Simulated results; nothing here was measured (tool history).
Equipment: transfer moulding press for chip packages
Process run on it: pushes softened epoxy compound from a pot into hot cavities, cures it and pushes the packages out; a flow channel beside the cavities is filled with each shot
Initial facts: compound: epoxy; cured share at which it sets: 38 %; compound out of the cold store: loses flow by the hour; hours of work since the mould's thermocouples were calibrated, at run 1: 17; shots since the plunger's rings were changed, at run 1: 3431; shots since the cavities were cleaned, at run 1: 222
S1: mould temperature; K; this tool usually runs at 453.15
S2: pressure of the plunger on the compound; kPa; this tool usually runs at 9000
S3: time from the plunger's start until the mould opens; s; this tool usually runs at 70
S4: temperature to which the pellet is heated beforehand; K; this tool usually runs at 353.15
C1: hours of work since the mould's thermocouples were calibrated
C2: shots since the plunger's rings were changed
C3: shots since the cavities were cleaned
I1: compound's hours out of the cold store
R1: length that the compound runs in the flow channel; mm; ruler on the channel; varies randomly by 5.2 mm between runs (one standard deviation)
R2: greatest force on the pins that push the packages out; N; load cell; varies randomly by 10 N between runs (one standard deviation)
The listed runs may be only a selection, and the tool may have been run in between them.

run	hour	S1	S2	S3	S4	C1	C2	C3	I1	R1	R2
1	0.0	453.15	9000	70	353.15	17	3431	222	36.3	661	441
2	11.0	453.15	9000	70	353.15	22	3568	359	20.7	698	454
3	21.5	453.15	9000	70	353.15	27	3699	490	13.6	712	488
4	29.7	453.15	9000	70	353.15	31	3801	592	8.7	723	482
5	37.0	453.15	9000	87	353.15	34	3892	683	36.7	672	363
# hour 45.9: cavities cleaned with cleaning compound and waxed
6	49.4	453.15	9000	87	353.15	40	4028	44	30.7	680	357
7	60.6	453.15	9000	70	353.15	45	4167	183	41.7	649	455
8	69.8	453.15	9000	70	353.15	50	4281	297	9.6	723	500
9	75.9	453.15	9000	70	353.15	52	4357	373	9.2	716	470
10	81.4	453.15	9000	70	353.15	55	4425	441	24.9	681	469
11	90.5	453.15	9000	70	353.15	60	4539	555	23.5	693	465
12	99.6	451.15	9000	70	353.15	64	4651	667	25.8	691	522
# hour 110.0: cavities cleaned with cleaning compound and waxed
13	112.5	451.15	9000	70	353.15	69	4794	32	9.7	732	540
14	120.2	451.15	9000	70	353.15	73	4890	128	42.8	659	486
15	131.3	451.15	9000	70	353.15	79	5028	266	41.6	654	493
16	140.0	451.15	9000	70	353.15	83	5136	374	27.2	693	516
17	147.5	453.15	9000	56	353.15	86	5229	467	9.6	722	820
18	158.7	453.15	8240	52	353.15	92	5369	607	44.2	625	862
19	168.1	457.15	8950	68	353.15	96	5485	723	42.4	640	384

Expected results for the next run?
# hour 173.7: cavities cleaned with cleaning compound and waxed
20	181.3	453.15	9000	91	353.15	102	5631	95	33.0	?	?

R1: 675 mm
R2: 356 N
Without the tool's hidden state the same run would have given R1 676 mm, R2 356 N.

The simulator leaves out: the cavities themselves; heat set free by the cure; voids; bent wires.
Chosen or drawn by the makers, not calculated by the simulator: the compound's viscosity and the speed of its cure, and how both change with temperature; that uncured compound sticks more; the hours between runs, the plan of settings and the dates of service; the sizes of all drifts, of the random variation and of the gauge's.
